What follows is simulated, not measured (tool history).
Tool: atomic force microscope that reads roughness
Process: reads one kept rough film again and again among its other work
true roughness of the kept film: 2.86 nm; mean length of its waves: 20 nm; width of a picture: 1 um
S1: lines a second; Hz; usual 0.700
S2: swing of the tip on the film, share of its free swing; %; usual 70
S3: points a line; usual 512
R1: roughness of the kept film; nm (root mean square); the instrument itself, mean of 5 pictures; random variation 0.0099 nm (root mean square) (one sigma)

| run | day | S1 | S2 | S3 | R1 |
|---|---|---|---|---|---|
| 1 | 0.000 | 0.700 | 70 | 512 | 2.178 |
| 2 | 0.917 | 0.700 | 70 | 268 | 2.024 |
| 3 | 2.488 | 0.700 | 70 | 268 | 1.894 |
| 4 | 3.896 | 0.700 | 70 | 268 | 1.793 |
| 5 | 4.654 | 0.700 | 70 | 512 | 1.800 |
| 6 | 6.312 | 0.700 | 70 | 512 | 1.690 |
|  | 6.929 | new tip fitted |
| 7 | 7.450 | 0.700 | 60 | 512 | 2.284 |
| 8 | 8.942 | 0.700 | 60 | 512 | 2.120 |
| 9 | 10.029 | 0.700 | 60 | 512 | 2.046 |
| 10 | 11.696 | 2.466 | 70 | 512 | 1.700 |
| 11 | 13.104 | 2.466 | 70 | 679 | 1.603 |
| 12 | 14.112 | 0.700 | 70 | 512 | 1.700 |
| 13 | 14.804 | 0.700 | 70 | 512 | 1.668 |
|  | 15.304 | new tip fitted |
| 14 | 16.029 | 0.700 | 70 | 512 | 2.180 |
| 15 | 17.117 | 0.700 | 70 | 512 | 2.062 |
| 16 | 18.350 | 0.700 | 70 | 512 | 1.954 |
| 17 | 19.512 | 0.700 | 70 | 512 | 1.889 |
| 18 | 20.475 | 0.700 | 70 | 512 | 1.824 |
| 19 | 21.679 | 0.700 | 70 | 512 | 1.737 |
| 20 | 22.971 | 0.700 | 79 | 512 | 1.616 |
|  | 23.738 | new tip fitted |
| 21 | 24.362 | 0.700 | 70 | 548 | 2.238 |
| 22 | 25.079 | 0.700 | 70 | 826 | 2.163 |
| 23 | 26.542 | 0.700 | 70 | 826 | 2.028 |
| 24 | 27.392 | 0.700 | 70 | 383 | 1.928 |
| 25 | 28.217 | 0.700 | 70 | 383 | 1.876 |
| 26 | 29.525 | 0.700 | 70 | 383 | 1.778 |
| 27 | 30.512 | 2.877 | 89 | 365 | 1.205 |
| 28 | 31.729 | 1.313 | 76 | 369 | 1.543 |
|  | 32.138 | new tip fitted |
| 29 | 32.429 | 0.700 | 57 | 512 | 2.321 |
| 30 | 33.117 | 1.499 | 86 | 379 | 1.899 |
| 31 | 34.354 | 0.672 | 86 | 839 | 1.984 |
| 32 | 35.238 | 2.017 | 86 | 839 | 1.627 |
| 33 | 36.421 | 1.118 | 70 | 597 | 1.856 |
| 34 | 37.217 | 1.118 | 70 | 747 | 1.795 |
| 35 | 38.129 | 0.700 | 70 | 728 | 1.789 |
| 36 | 39.054 | 0.700 | 70 | 728 | 1.724 |
|  | 40.546 | new tip fitted |
| 37 | 40.546 | 0.700 | 70 | 728 | 2.336 |
|  | 40.708 | height scale calibrated on a step standard |
| 38 | 41.383 | 0.700 | 70 | 728 | 2.259 |
| 39 | 42.475 | 0.700 | 70 | 728 | 2.132 |
| 40 | 43.262 | 0.888 | 60 | 359 | 2.051 |
| 41 | 44.367 | 0.888 | 60 | 359 | 1.961 |

Forecast run 42:
| 42 | 45.888 | 3.545 | 71 | 309 | ? |

{"run 42": {"R1": 1.548}}
Without the tool's hidden state the same run would have given R1 1.885 nm (root mean square).

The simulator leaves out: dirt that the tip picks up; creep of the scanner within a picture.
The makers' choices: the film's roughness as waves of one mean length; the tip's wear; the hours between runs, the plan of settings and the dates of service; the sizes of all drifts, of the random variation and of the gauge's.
